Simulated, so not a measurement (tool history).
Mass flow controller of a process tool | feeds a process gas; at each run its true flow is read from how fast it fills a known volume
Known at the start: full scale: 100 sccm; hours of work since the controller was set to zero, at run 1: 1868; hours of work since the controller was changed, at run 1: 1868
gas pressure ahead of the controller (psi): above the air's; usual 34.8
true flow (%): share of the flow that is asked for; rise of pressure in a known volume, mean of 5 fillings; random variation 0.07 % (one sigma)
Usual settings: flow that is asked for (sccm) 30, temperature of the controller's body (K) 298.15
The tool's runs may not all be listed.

| run | hour | flow that is asked for (sccm) | gas pressure ahead of the controller (psi) | temperature of the controller's body (K) | hours of work since the controller was set to zero | hours of work since the controller was changed | true flow (%) |
|---|---|---|---|---|---|---|---|
| 1 | 0 | 30 | 34.8 | 298.15 | 1868 | 1868 | 98.91 |
| 2 | 78.8 | 30 | 34.8 | 298.15 | 1922 | 1922 | 99.08 |
| 3 | 197 | 30 | 24.7 | 298.15 | 2002 | 2002 | 99.16 |
| 4 | 307.7 | 30 | 24.7 | 298.15 | 2078 | 2078 | 99.36 |
| 5 | 459.8 | 30 | 24.7 | 298.15 | 2182 | 2182 | 99.14 |
| 6 | 623.9 | 30 | 24.7 | 298.15 | 2294 | 2294 | 99.24 |
| 7 | 712.1 | 30 | 34.8 | 298.15 | 2354 | 2354 | 99.08 |
| 8 | 825.7 | 30 | 34.8 | 298.15 | 2432 | 2432 | 99.18 |
| 9 | 894.2 | 30 | 34.8 | 298.15 | 2478 | 2478 | 99.2 |
| 10 | 1002.5 | 30 | 35.8 | 298.15 | 2552 | 2552 | 99.18 |
| 11 | 1134.2 | 30 | 35.8 | 298.15 | 2642 | 2642 | 99.24 |
| 12 | 1294.7 | 30 | 35.8 | 298.15 | 2752 | 2752 | 99.31 |
| 13 | 1374.5 | 30 | 35.8 | 298.15 | 2807 | 2807 | 99.32 |
| 14 | 1479.5 | 30 | 34.8 | 298.15 | 2878 | 2878 | 99.47 |
| 15 | 1581.1 | 30 | 29 | 298.15 | 2948 | 2948 | 99.52 |
| 16 | 1697.1 | 30 | 29 | 298.15 | 3027 | 3027 | 99.54 |
| 17 | 1783.4 | 30 | 29 | 298.15 | 3086 | 3086 | 99.56 |
| 18 | 1899.9 | 30 | 24.1 | 298.15 | 3165 | 3165 | 99.45 |
| 19 | 1986.1 | 30 | 34.8 | 298.15 | 3224 | 3224 | 99.34 |
| 20 | 2092.8 | 30 | 34.8 | 298.15 | 3297 | 3297 | 99.34 |
| 21 | 2251.4 | 30 | 34.8 | 298.15 | 3406 | 3406 | 99.59 |
| 22 | 2399.2 | 30 | 34.8 | 298.15 | 3506 | 3506 | 99.49 |
| 23 | 2521.4 | 30 | 34.8 | 298.15 | 3590 | 3590 | 99.47 |
| 24 | 2676.3 | 30 | 34.8 | 298.15 | 3696 | 3696 | 99.55 |
| 25 | 2814.5 | 20 | 32.5 | 295.15 | 3790 | 3790 | 101.08 |
| 26 | 2954.8 | 20 | 32.5 | 295.15 | 3886 | 3886 | 101.29 |
| 27 | 3038.3 | 20 | 32.5 | 295.15 | 3943 | 3943 | 101.23 |
| 28 | 3145.1 | 30 | 34.8 | 297.15 | 4016 | 4016 | 99.74 |
| 29 | 3240.8 | 30 | 34.8 | 297.15 | 4081 | 4081 | 99.79 |
| 30 | 3354.7 | 30 | 29.4 | 297.15 | 4159 | 4159 | 99.86 |
| 31 | 3436.1 | 30 | 29.4 | 297.15 | 4215 | 4215 | 99.9 |
| 32 | 3505 | 30 | 38.3 | 297.15 | 4262 | 4262 | 99.77 |
| 33 | 3584.4 | 11 | 38.1 | 300.15 | 4316 | 4316 | 105.05 |
| 34 | 3714.8 | 11 | 38.1 | 300.15 | 4405 | 4405 | 105.18 |
| 35 | 3877.8 | 11 | 38.1 | 300.15 | 4516 | 4516 | 105.22 |
| 36 | 3983.7 | 11 | 38.1 | 300.15 | 4589 | 4589 | 105.52 |
| 37 | 4116.3 | 58 | 28.3 | 297.15 | 4679 | 4679 | 98.85 |
| 38 | 4277.1 | 58 | 28.3 | 297.15 | 4789 | 4789 | 98.8 |
| 39 | 4362.4 | 30 | 36.5 | 296.15 | 4847 | 4847 | 100 |
| 40 | 4480.3 | 11 | 30.5 | 307.15 | 4928 | 4928 | 105.48 |
| 41 | 4554 | 17 | 34.8 | 313.15 | 4978 | 4978 | 101.34 |
| 42 | 4641.9 | 18 | 34.8 | 296.15 | 5038 | 5038 | 102.4 |
| 43 | 4746.3 | 18 | 34.8 | 296.15 | 5109 | 5109 | 102.55 |
| 44 | 4834 | 33 | 23.2 | 306.15 | 5169 | 5169 | 99.16 |
|  | 4938.9 | controller's zero set anew |
| 45 | 4977.7 | 66 | 28.9 | 297.15 | 27 | 5267 | 96.78 |
| 46 | 5077.2 | 23 | 26.5 | 298.15 | 94 | 5335 | 95.85 |
| 47 | 5181.4 | 23 | 36.3 | 308.15 | 166 | 5406 | 94.73 |
| 48 | 5253.2 | 59 | 21.5 | 312.15 | 215 | 5455 | 95.34 |

The same runs without the tool's hidden state, with the same run-to-run variation:
The hidden state here: flow at rest that the sensor doesn't see, % of full scale; true flow over the shown one, %; drift of the gauge itself on true_pct, %.
| run | true flow (%) |
|---|---|
| 1 | 98.19 |
| 2 | 98.35 |
| 3 | 98.41 |
| 4 | 98.58 |
| 5 | 98.33 |
| 6 | 98.38 |
| 7 | 98.21 |
| 8 | 98.3 |
| 9 | 98.3 |
| 10 | 98.26 |
| 11 | 98.29 |
| 12 | 98.33 |
| 13 | 98.31 |
| 14 | 98.44 |
| 15 | 98.47 |
| 16 | 98.47 |
| 17 | 98.47 |
| 18 | 98.34 |
| 19 | 98.22 |
| 20 | 98.2 |
| 21 | 98.42 |
| 22 | 98.29 |
| 23 | 98.25 |
| 24 | 98.3 |
| 25 | 98.3 |
| 26 | 98.42 |
| 27 | 98.33 |
| 28 | 98.4 |
| 29 | 98.42 |
| 30 | 98.47 |
| 31 | 98.49 |
| 32 | 98.35 |
| 33 | 97.65 |
| 34 | 97.61 |
| 35 | 97.45 |
| 36 | 97.62 |
| 37 | 99.1 |
| 38 | 99.07 |
| 39 | 98.39 |
| 40 | 97.02 |
| 41 | 96.64 |
| 42 | 98.06 |
| 43 | 98.13 |
| 44 | 97.84 |
| 45 | 99.26 |
| 46 | 98.26 |
| 47 | 97.11 |
| 48 | 97.84 |

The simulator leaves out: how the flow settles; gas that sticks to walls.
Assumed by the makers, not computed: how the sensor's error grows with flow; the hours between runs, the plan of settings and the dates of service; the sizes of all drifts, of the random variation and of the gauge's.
